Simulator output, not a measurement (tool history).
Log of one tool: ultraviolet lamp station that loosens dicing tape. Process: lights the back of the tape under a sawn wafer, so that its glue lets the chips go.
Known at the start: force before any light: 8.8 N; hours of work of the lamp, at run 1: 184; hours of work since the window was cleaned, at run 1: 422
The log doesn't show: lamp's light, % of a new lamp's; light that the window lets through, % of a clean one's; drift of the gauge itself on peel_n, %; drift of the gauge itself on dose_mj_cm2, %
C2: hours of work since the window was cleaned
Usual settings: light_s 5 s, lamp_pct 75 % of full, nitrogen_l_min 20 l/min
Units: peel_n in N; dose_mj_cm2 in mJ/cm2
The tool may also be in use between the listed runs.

Run 1, hour 0: usual settings; hours of work of the lamp 184; C2 422. Result: peel_n 1.176 N, dose_mj_cm2 285 mJ/cm2.
Run 2, hour 8.7: usual settings; hours of work of the lamp 190; C2 428. Result: peel_n 1.186 N, dose_mj_cm2 284 mJ/cm2.
Run 3, hour 15.6: usual settings but lamp_pct 78 % of full; hours of work of the lamp 194; C2 433. Result: peel_n 1.044 N, dose_mj_cm2 299 mJ/cm2.
Run 4, hour 26: usual settings but lamp_pct 78 % of full; hours of work of the lamp 201; C2 440. Result: peel_n 1.069 N, dose_mj_cm2 301 mJ/cm2.
Run 5, hour 37.1: usual settings but lamp_pct 78 % of full; hours of work of the lamp 209; C2 448. Result: peel_n 1.093 N, dose_mj_cm2 301 mJ/cm2.
Run 6, hour 52.1: usual settings but light_s 4 s; hours of work of the lamp 219; C2 458. Result: peel_n 1.735 N, dose_mj_cm2 230 mJ/cm2.
Run 7, hour 62.3: usual settings but light_s 4 s; hours of work of the lamp 226; C2 465. Result: peel_n 1.601 N, dose_mj_cm2 230 mJ/cm2.
Run 8, hour 77.1: usual settings but nitrogen_l_min 29 l/min; hours of work of the lamp 236; C2 475. Result: peel_n 0.912 N, dose_mj_cm2 283 mJ/cm2.
Run 9, hour 85.6: usual settings but nitrogen_l_min 29 l/min; hours of work of the lamp 242; C2 481. Result: peel_n 0.905 N, dose_mj_cm2 289 mJ/cm2.
Run 10, hour 96.4: usual settings but nitrogen_l_min 29 l/min; hours of work of the lamp 249; C2 488. Result: peel_n 0.963 N, dose_mj_cm2 287 mJ/cm2.
Run 11, hour 103.3: usual settings but nitrogen_l_min 29 l/min; hours of work of the lamp 254; C2 493. Result: peel_n 0.883 N, dose_mj_cm2 291 mJ/cm2.
Run 12, hour 119.2: usual settings but nitrogen_l_min 29 l/min; hours of work of the lamp 265; C2 504. Result: peel_n 0.947 N, dose_mj_cm2 287 mJ/cm2.
Run 13, hour 133.6: usual settings but nitrogen_l_min 11 l/min; hours of work of the lamp 275; C2 514. Result: peel_n 1.687 N, dose_mj_cm2 287 mJ/cm2.
Run 14, hour 144.7: usual settings but nitrogen_l_min 21 l/min; hours of work of the lamp 282; C2 521. Result: peel_n 1.155 N, dose_mj_cm2 288 mJ/cm2.
Run 15, hour 153.8: usual settings but nitrogen_l_min 21 l/min; hours of work of the lamp 289; C2 527. Result: peel_n 1.122 N, dose_mj_cm2 288 mJ/cm2.
Run 16, hour 160.8: usual settings but nitrogen_l_min 21 l/min; hours of work of the lamp 293; C2 532. Result: peel_n 1.115 N, dose_mj_cm2 287 mJ/cm2.
Run 17, hour 171.8: usual settings but lamp_pct 61 % of full; hours of work of the lamp 301; C2 540. Result: peel_n 1.622 N, dose_mj_cm2 228 mJ/cm2.
Run 18, hour 182.9: usual settings but lamp_pct 61 % of full; hours of work of the lamp 308; C2 547. Result: peel_n 1.644 N, dose_mj_cm2 234 mJ/cm2.
Run 19, hour 191.8: usual settings but lamp_pct 61 % of full; hours of work of the lamp 315; C2 553. Result: peel_n 1.618 N, dose_mj_cm2 233 mJ/cm2.
At hour 199.3: window cleaned of glue's vapour.
Run 20, hour 203.1: usual settings but light_s 4 s; hours of work of the lamp 322; C2 3. Result: peel_n 1.73 N, dose_mj_cm2 231 mJ/cm2.
Run 21, hour 210.7: usual settings; hours of work of the lamp 327; C2 8. Result: peel_n 1.163 N, dose_mj_cm2 287 mJ/cm2.
Run 22, hour 226.6: usual settings but nitrogen_l_min 15 l/min; hours of work of the lamp 338; C2 19. Result: peel_n 1.395 N, dose_mj_cm2 288 mJ/cm2.
Run 23, hour 233.7: usual settings but nitrogen_l_min 15 l/min; hours of work of the lamp 343; C2 24. Result: peel_n 1.382 N, dose_mj_cm2 290 mJ/cm2.
Run 24, hour 245.2: usual settings but light_s 4 s, lamp_pct 97 % of full, nitrogen_l_min 18 l/min; hours of work of the lamp 351; C2 31. Result: peel_n 1.187 N, dose_mj_cm2 298 mJ/cm2.
Run 25, hour 259.3: usual settings but light_s 4 s, lamp_pct 97 % of full, nitrogen_l_min 22 l/min; hours of work of the lamp 360; C2 41. Result: peel_n 1.011 N, dose_mj_cm2 297 mJ/cm2.
Run 26, hour 266.6: usual settings but lamp_pct 76 % of full, nitrogen_l_min 26 l/min; hours of work of the lamp 365; C2 46. Result: peel_n 0.972 N, dose_mj_cm2 288 mJ/cm2.
Run 27, hour 276.9: usual settings but lamp_pct 64 % of full; hours of work of the lamp 372; C2 53. Result: peel_n 1.537 N, dose_mj_cm2 247 mJ/cm2.
Run 28, hour 290: usual settings but lamp_pct 86 % of full; hours of work of the lamp 381; C2 62. Result: peel_n 0.882 N, dose_mj_cm2 326 mJ/cm2.
Run 29, hour 296.8: usual settings but light_s 7 s, lamp_pct 72 % of full, nitrogen_l_min 7 l/min; hours of work of the lamp 386; C2 67. Result: peel_n 1.437 N, dose_mj_cm2 383 mJ/cm2.
Run 30, hour 309.7: usual settings but light_s 7 s, lamp_pct 72 % of full, nitrogen_l_min 7 l/min; hours of work of the lamp 395; C2 75. Result: peel_n 1.451 N, dose_mj_cm2 382 mJ/cm2.
Run 31, hour 318.7: usual settings but light_s 7 s, lamp_pct 72 % of full, nitrogen_l_min 7 l/min; hours of work of the lamp 401; C2 82. Result: peel_n 1.458 N, dose_mj_cm2 383 mJ/cm2.
Run 32, hour 331.2: usual settings but light_s 7 s, lamp_pct 72 % of full, nitrogen_l_min 7 l/min; hours of work of the lamp 409; C2 90. Result: peel_n 1.423 N, dose_mj_cm2 381 mJ/cm2.
Run 33, hour 341.1: usual settings but lamp_pct 76 % of full, nitrogen_l_min 17 l/min; hours of work of the lamp 416; C2 97. Result: peel_n 1.211 N, dose_mj_cm2 289 mJ/cm2.
Run 34, hour 349.4: usual settings but light_s 4 s, lamp_pct 67 % of full, nitrogen_l_min 12 l/min; hours of work of the lamp 422; C2 102. Result: peel_n 2.493 N, dose_mj_cm2 204 mJ/cm2.
Run 35, hour 362.1: usual settings but light_s 4 s, lamp_pct 67 % of full, nitrogen_l_min 12 l/min; hours of work of the lamp 430; C2 111. Result: peel_n 2.579 N, dose_mj_cm2 206 mJ/cm2.
Run 36, hour 372.6: usual settings but light_s 6 s, lamp_pct 77 % of full, nitrogen_l_min 12 l/min; hours of work of the lamp 438; C2 118. Result: peel_n 1.161 N, dose_mj_cm2 355 mJ/cm2.
Run 37, hour 383.9: usual settings but light_s 6 s, lamp_pct 77 % of full, nitrogen_l_min 12 l/min; hours of work of the lamp 445; C2 126. Result: peel_n 1.113 N, dose_mj_cm2 355 mJ/cm2.
Run 38, hour 395.2: usual settings but light_s 2 s, lamp_pct 98 % of full, nitrogen_l_min 12 l/min; hours of work of the lamp 453; C2 134. Result: peel_n 3.553 N, dose_mj_cm2 147 mJ/cm2.
Run 39, hour 410.7: usual settings but light_s 6 s, lamp_pct 86 % of full, nitrogen_l_min 12 l/min; hours of work of the lamp 464; C2 144. Result: peel_n 0.897 N, dose_mj_cm2 391 mJ/cm2.
Run 40, hour 421.7: usual settings but light_s 2 s, lamp_pct 86 % of full, nitrogen_l_min 19 l/min; hours of work of the lamp 471; C2 152. Result: peel_n 3.4 N, dose_mj_cm2 137 mJ/cm2.
Run 41, hour 433.3: usual settings but lamp_pct 86 % of full, nitrogen_l_min 11 l/min; hours of work of the lamp 479; C2 160. Result: peel_n 1.37 N, dose_mj_cm2 324 mJ/cm2.
Run 42, hour 441.9: usual settings but lamp_pct 86 % of full, nitrogen_l_min 19 l/min; hours of work of the lamp 485; C2 166. Result: peel_n 0.906 N, dose_mj_cm2 332 mJ/cm2.
Run 43, hour 449.3: usual settings but lamp_pct 86 % of full, nitrogen_l_min 19 l/min; hours of work of the lamp 490; C2 171. Result: peel_n 0.889 N, dose_mj_cm2 327 mJ/cm2.

How the hidden state differs across the entries between the runs, from the last listed run before each to the first after it:
Between runs 19 and 20: window cleaned of glue's vapour (hour 199.3)
  light that the window lets through, % of a clean one's: 99.9 -> 100

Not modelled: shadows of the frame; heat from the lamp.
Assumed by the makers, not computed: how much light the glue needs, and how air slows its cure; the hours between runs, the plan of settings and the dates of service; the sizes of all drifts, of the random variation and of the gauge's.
